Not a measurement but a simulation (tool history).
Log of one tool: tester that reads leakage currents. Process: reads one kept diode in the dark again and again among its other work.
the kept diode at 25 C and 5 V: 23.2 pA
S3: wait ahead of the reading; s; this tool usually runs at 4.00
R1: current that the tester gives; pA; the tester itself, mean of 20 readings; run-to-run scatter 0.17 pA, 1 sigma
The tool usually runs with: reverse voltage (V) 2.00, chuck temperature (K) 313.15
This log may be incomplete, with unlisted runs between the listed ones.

run 1 hour=0.0 | reverse_voltage_(V)=2.00 chuck_temperature_(K)=313.15 S3=4.00 | R1=61.10
run 2 hour=73.3 | reverse_voltage_(V)=2.00 chuck_temperature_(K)=313.15 S3=4.00 | R1=61.56
run 3 hour=195.6 | reverse_voltage_(V)=2.00 chuck_temperature_(K)=313.15 S3=2.44 | R1=62.76
run 4 hour=314.2 | reverse_voltage_(V)=2.00 chuck_temperature_(K)=313.15 S3=2.44 | R1=63.59
-- hour=399.1 chuck's temperature calibrated
run 5 hour=413.8 | reverse_voltage_(V)=2.00 chuck_temperature_(K)=313.15 S3=4.00 | R1=55.43
run 6 hour=544.2 | reverse_voltage_(V)=9.15 chuck_temperature_(K)=313.15 S3=4.00 | R1=125.80
run 7 hour=713.7 | reverse_voltage_(V)=9.15 chuck_temperature_(K)=313.15 S3=4.00 | R1=129.69
run 8 hour=799.6 | reverse_voltage_(V)=2.00 chuck_temperature_(K)=313.15 S3=4.00 | R1=58.37
run 9 hour=975.2 | reverse_voltage_(V)=2.00 chuck_temperature_(K)=313.15 S3=4.02 | R1=59.58
run 10 hour=1090.3 | reverse_voltage_(V)=2.00 chuck_temperature_(K)=313.15 S3=4.02 | R1=60.74
run 11 hour=1191.1 | reverse_voltage_(V)=2.00 chuck_temperature_(K)=313.15 S3=4.02 | R1=61.90
run 12 hour=1299.8 | reverse_voltage_(V)=2.00 chuck_temperature_(K)=313.15 S3=4.00 | R1=62.74
run 13 hour=1407.9 | reverse_voltage_(V)=2.00 chuck_temperature_(K)=313.15 S3=4.00 | R1=63.79
-- hour=1494.2 chuck's temperature calibrated
run 14 hour=1552.6 | reverse_voltage_(V)=2.00 chuck_temperature_(K)=313.15 S3=4.00 | R1=58.09
run 15 hour=1703.2 | reverse_voltage_(V)=2.00 chuck_temperature_(K)=313.15 S3=4.00 | R1=59.30
run 16 hour=1811.3 | reverse_voltage_(V)=2.00 chuck_temperature_(K)=313.15 S3=4.00 | R1=60.38
run 17 hour=1968.7 | reverse_voltage_(V)=2.00 chuck_temperature_(K)=313.15 S3=6.64 | R1=61.32
run 18 hour=2099.3 | reverse_voltage_(V)=2.00 chuck_temperature_(K)=313.15 S3=6.64 | R1=62.37
run 19 hour=2202.4 | reverse_voltage_(V)=2.00 chuck_temperature_(K)=313.15 S3=6.64 | R1=63.27
run 20 hour=2279.7 | reverse_voltage_(V)=2.00 chuck_temperature_(K)=313.15 S3=2.13 | R1=63.54
run 21 hour=2408.4 | reverse_voltage_(V)=1.59 chuck_temperature_(K)=297.15 S3=0.90 | R1=17.01
run 22 hour=2499.4 | reverse_voltage_(V)=1.59 chuck_temperature_(K)=297.15 S3=0.90 | R1=17.31
-- hour=2590.6 chuck's temperature calibrated
-- hour=2647.7 probe card cleaned and baked
run 23 hour=2661.0 | reverse_voltage_(V)=1.98 chuck_temperature_(K)=314.15 S3=0.90 | R1=59.28
run 24 hour=2840.8 | reverse_voltage_(V)=1.45 chuck_temperature_(K)=317.15 S3=5.15 | R1=66.02
run 25 hour=2914.4 | reverse_voltage_(V)=1.45 chuck_temperature_(K)=317.15 S3=5.15 | R1=66.84
run 26 hour=3073.5 | reverse_voltage_(V)=1.59 chuck_temperature_(K)=313.15 S3=9.84 | R1=51.78
run 27 hour=3205.4 | reverse_voltage_(V)=2.00 chuck_temperature_(K)=313.15 S3=2.21 | R1=58.74
run 28 hour=3378.1 | reverse_voltage_(V)=2.98 chuck_temperature_(K)=313.15 S3=4.20 | R1=74.30
run 29 hour=3461.1 | reverse_voltage_(V)=2.98 chuck_temperature_(K)=313.15 S3=4.20 | R1=75.08
run 30 hour=3625.8 | reverse_voltage_(V)=9.43 chuck_temperature_(K)=298.15 S3=1.66 | R1=44.54
-- hour=3682.2 chuck's temperature calibrated
run 31 hour=3727.2 | reverse_voltage_(V)=2.71 chuck_temperature_(K)=313.15 S3=4.00 | R1=64.73
run 32 hour=3816.3 | reverse_voltage_(V)=1.24 chuck_temperature_(K)=309.15 S3=5.66 | R1=31.38
run 33 hour=3915.2 | reverse_voltage_(V)=1.43 chuck_temperature_(K)=306.15 S3=5.13 | R1=26.66
run 34 hour=4028.6 | reverse_voltage_(V)=2.89 chuck_temperature_(K)=298.15 S3=4.88 | R1=21.04
run 35 hour=4149.4 | reverse_voltage_(V)=1.27 chuck_temperature_(K)=299.15 S3=3.35 | R1=14.67
run 36 hour=4305.0 | reverse_voltage_(V)=16.97 chuck_temperature_(K)=300.15 S3=0.96 | R1=79.38
run 37 hour=4418.0 | reverse_voltage_(V)=16.97 chuck_temperature_(K)=300.15 S3=0.96 | R1=82.09
run 38 hour=4571.1 | reverse_voltage_(V)=7.21 chuck_temperature_(K)=329.15 S3=4.00 | R1=411.72
run 39 hour=4648.4 | reverse_voltage_(V)=7.21 chuck_temperature_(K)=329.15 S3=4.00 | R1=414.80

Some steps in R1 between neighbouring runs. How much of each would the tool show without its hidden state too (settings, what came in, random variation), and how much is left for the hidden state, with any gauge scatter that isn't in both results?
Hidden conditions of the tool in this case: stray current of the dirty probe card, pA a volt; current scale over the true one, %; true chuck temperature over the reading, C; drift of the gauge itself on leakage_pa, %.
Run 5 -> 6: reverse voltage (V) 2.00 -> 9.15. R1 +70.37 pA: hidden state +6.73, all else +63.64.
Run 7 -> 8: reverse voltage (V) 9.15 -> 2.00. R1 -71.32 pA: hidden state -7.22, all else -64.10.
Run 30 -> 31: reverse voltage (V) 9.43 -> 2.71, chuck temperature (K) 298.15 -> 313.15, S3 1.66 -> 4.00, chuck's temperature calibrated. R1 +20.19 pA: hidden state -10.46, all else +30.65.
Run 35 -> 36: reverse voltage (V) 1.27 -> 16.97, chuck temperature (K) 299.15 -> 300.15, S3 3.35 -> 0.96. R1 +64.71 pA: hidden state +22.65, all else +42.06.
Run 37 -> 38: reverse voltage (V) 16.97 -> 7.21, chuck temperature (K) 300.15 -> 329.15, S3 0.96 -> 4.00. R1 +329.63 pA: hidden state +12.03, all else +317.60.

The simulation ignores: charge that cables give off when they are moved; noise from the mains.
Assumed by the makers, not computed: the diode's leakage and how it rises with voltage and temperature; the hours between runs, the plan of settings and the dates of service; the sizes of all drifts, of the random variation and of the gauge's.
